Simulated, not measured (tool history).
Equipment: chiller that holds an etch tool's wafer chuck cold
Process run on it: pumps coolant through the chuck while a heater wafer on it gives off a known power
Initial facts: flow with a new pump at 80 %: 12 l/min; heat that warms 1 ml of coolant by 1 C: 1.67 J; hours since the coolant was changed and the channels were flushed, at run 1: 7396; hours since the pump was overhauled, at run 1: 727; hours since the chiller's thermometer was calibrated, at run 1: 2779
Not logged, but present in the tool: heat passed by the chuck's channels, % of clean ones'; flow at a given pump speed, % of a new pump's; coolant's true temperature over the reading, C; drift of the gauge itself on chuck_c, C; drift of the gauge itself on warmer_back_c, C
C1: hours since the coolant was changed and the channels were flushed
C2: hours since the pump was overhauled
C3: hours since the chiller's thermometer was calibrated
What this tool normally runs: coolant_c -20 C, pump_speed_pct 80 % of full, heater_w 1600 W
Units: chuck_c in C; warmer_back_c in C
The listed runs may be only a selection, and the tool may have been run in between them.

{"run": 1, "hour": 0.0, "coolant_c": -20, "pump_speed_pct": 80, "heater_w": 1600, "C1": 7396, "C2": 727, "C3": 2779, "chuck_c": -5.2, "warmer_back_c": 4.86}
{"run": 2, "hour": 22.7, "coolant_c": -20, "pump_speed_pct": 72, "heater_w": 1600, "C1": 7419, "C2": 749, "C3": 2802, "chuck_c": -3.7, "warmer_back_c": 5.44}
{"run": 3, "hour": 48.5, "coolant_c": -20, "pump_speed_pct": 72, "heater_w": 1274, "C1": 7445, "C2": 775, "C3": 2827, "chuck_c": -7.1, "warmer_back_c": 4.33}
{"run": 4, "hour": 68.5, "coolant_c": -20, "pump_speed_pct": 72, "heater_w": 1274, "C1": 7465, "C2": 795, "C3": 2847, "chuck_c": -7.3, "warmer_back_c": 4.26}
{"run": 5, "hour": 82.6, "coolant_c": -20, "pump_speed_pct": 80, "heater_w": 1600, "C1": 7479, "C2": 809, "C3": 2861, "chuck_c": -5.2, "warmer_back_c": 4.79}
{"run": 6, "hour": 99.5, "coolant_c": -20, "pump_speed_pct": 80, "heater_w": 1600, "C1": 7496, "C2": 826, "C3": 2878, "chuck_c": -5.3, "warmer_back_c": 4.8}
{"run": 7, "hour": 127.1, "coolant_c": -20, "pump_speed_pct": 80, "heater_w": 1600, "C1": 7523, "C2": 854, "C3": 2906, "chuck_c": -5, "warmer_back_c": 4.79}
{"run": 8, "hour": 151.0, "coolant_c": -20, "pump_speed_pct": 80, "heater_w": 1600, "C1": 7547, "C2": 878, "C3": 2930, "chuck_c": -5.1, "warmer_back_c": 4.83}
{"run": 9, "hour": 182.9, "coolant_c": -20, "pump_speed_pct": 80, "heater_w": 1600, "C1": 7579, "C2": 910, "C3": 2962, "chuck_c": -5.1, "warmer_back_c": 4.84}
{"run": 10, "hour": 198.0, "coolant_c": -20, "pump_speed_pct": 80, "heater_w": 1600, "C1": 7594, "C2": 925, "C3": 2977, "chuck_c": -5.1, "warmer_back_c": 4.87}
{"run": 11, "hour": 231.4, "coolant_c": -20, "pump_speed_pct": 91, "heater_w": 1600, "C1": 7627, "C2": 958, "C3": 3010, "chuck_c": -6.9, "warmer_back_c": 4.25}
{"run": 12, "hour": 266.0, "coolant_c": -20, "pump_speed_pct": 91, "heater_w": 1600, "C1": 7662, "C2": 993, "C3": 3045, "chuck_c": -6.7, "warmer_back_c": 4.29}
{"hour": 268.9, "done": "chiller's thermometer calibrated"}
{"run": 13, "hour": 285.3, "coolant_c": -20, "pump_speed_pct": 91, "heater_w": 1600, "C1": 7680, "C2": 1011, "C3": 16, "chuck_c": -6.8, "warmer_back_c": 4.27}
{"run": 14, "hour": 314.4, "coolant_c": -22, "pump_speed_pct": 91, "heater_w": 1600, "C1": 7709, "C2": 1040, "C3": 46, "chuck_c": -8.8, "warmer_back_c": 4.31}
{"run": 15, "hour": 347.6, "coolant_c": -23, "pump_speed_pct": 60, "heater_w": 1176, "C1": 7743, "C2": 1073, "C3": 79, "chuck_c": -9, "warmer_back_c": 4.75}
{"run": 16, "hour": 372.5, "coolant_c": -23, "pump_speed_pct": 60, "heater_w": 1176, "C1": 7768, "C2": 1098, "C3": 104, "chuck_c": -9.3, "warmer_back_c": 4.8}
{"run": 17, "hour": 396.6, "coolant_c": -20, "pump_speed_pct": 73, "heater_w": 1316, "C1": 7792, "C2": 1122, "C3": 128, "chuck_c": -6.7, "warmer_back_c": 4.38}
{"run": 18, "hour": 415.5, "coolant_c": -20, "pump_speed_pct": 66, "heater_w": 1385, "C1": 7811, "C2": 1141, "C3": 147, "chuck_c": -4.9, "warmer_back_c": 5.12}
{"hour": 423.1, "done": "chiller's thermometer calibrated, once more"}
{"run": 19, "hour": 440.5, "coolant_c": -20, "pump_speed_pct": 66, "heater_w": 2253, "C1": 7835, "C2": 1165, "C3": 17, "chuck_c": 5.5, "warmer_back_c": 8.36}
{"run": 20, "hour": 456.3, "coolant_c": -21, "pump_speed_pct": 68, "heater_w": 2253, "C1": 7850, "C2": 1181, "C3": 33, "chuck_c": 3.8, "warmer_back_c": 8.06}
{"run": 21, "hour": 488.2, "coolant_c": -25, "pump_speed_pct": 68, "heater_w": 911, "C1": 7882, "C2": 1213, "C3": 65, "chuck_c": -15, "warmer_back_c": 3.28}
{"run": 22, "hour": 505.6, "coolant_c": -20, "pump_speed_pct": 68, "heater_w": 911, "C1": 7900, "C2": 1230, "C3": 83, "chuck_c": -10.2, "warmer_back_c": 3.29}
{"run": 23, "hour": 535.6, "coolant_c": -20, "pump_speed_pct": 68, "heater_w": 911, "C1": 7930, "C2": 1260, "C3": 112, "chuck_c": -9.9, "warmer_back_c": 3.26}

Below are 5 alternative next runs, each starting from the tool's condition after run 23. Predict each:
{"run": "A", "hour": 556.6, "coolant_c": -18, "pump_speed_pct": 74, "heater_w": 1820, "C1": 7951, "C2": 1281, "C3": 134, "chuck_c": "?", "warmer_back_c": "?"}
{"run": "B", "hour": 556.6, "coolant_c": -11, "pump_speed_pct": 90, "heater_w": 965, "C1": 7951, "C2": 1281, "C3": 134, "chuck_c": "?", "warmer_back_c": "?"}
{"run": "C", "hour": 556.6, "coolant_c": -20, "pump_speed_pct": 80, "heater_w": 1182, "C1": 7951, "C2": 1281, "C3": 134, "chuck_c": "?", "warmer_back_c": "?"}
{"run": "D", "hour": 556.6, "coolant_c": -12, "pump_speed_pct": 83, "heater_w": 1164, "C1": 7951, "C2": 1281, "C3": 134, "chuck_c": "?", "warmer_back_c": "?"}
{"run": "E", "hour": 556.6, "coolant_c": -13, "pump_speed_pct": 80, "heater_w": 2306, "C1": 7951, "C2": 1281, "C3": 134, "chuck_c": "?", "warmer_back_c": "?"}

run=A chuck_c=0.7 warmer_back_c=5.99
run=B chuck_c=-2.8 warmer_back_c=2.6
run=C chuck_c=-8.8 warmer_back_c=3.65
run=D chuck_c=-1.4 warmer_back_c=3.4
run=E chuck_c=9.2 warmer_back_c=6.96
The same runs, with their run-to-run variation unchanged, on a tool lacking any hidden condition would have given:
run=A chuck_c=-0.9 warmer_back_c=5.9
run=B chuck_c=-3.4 warmer_back_c=2.56
run=C chuck_c=-9.7 warmer_back_c=3.59
run=D chuck_c=-2.2 warmer_back_c=3.34
run=E chuck_c=7.3 warmer_back_c=6.85
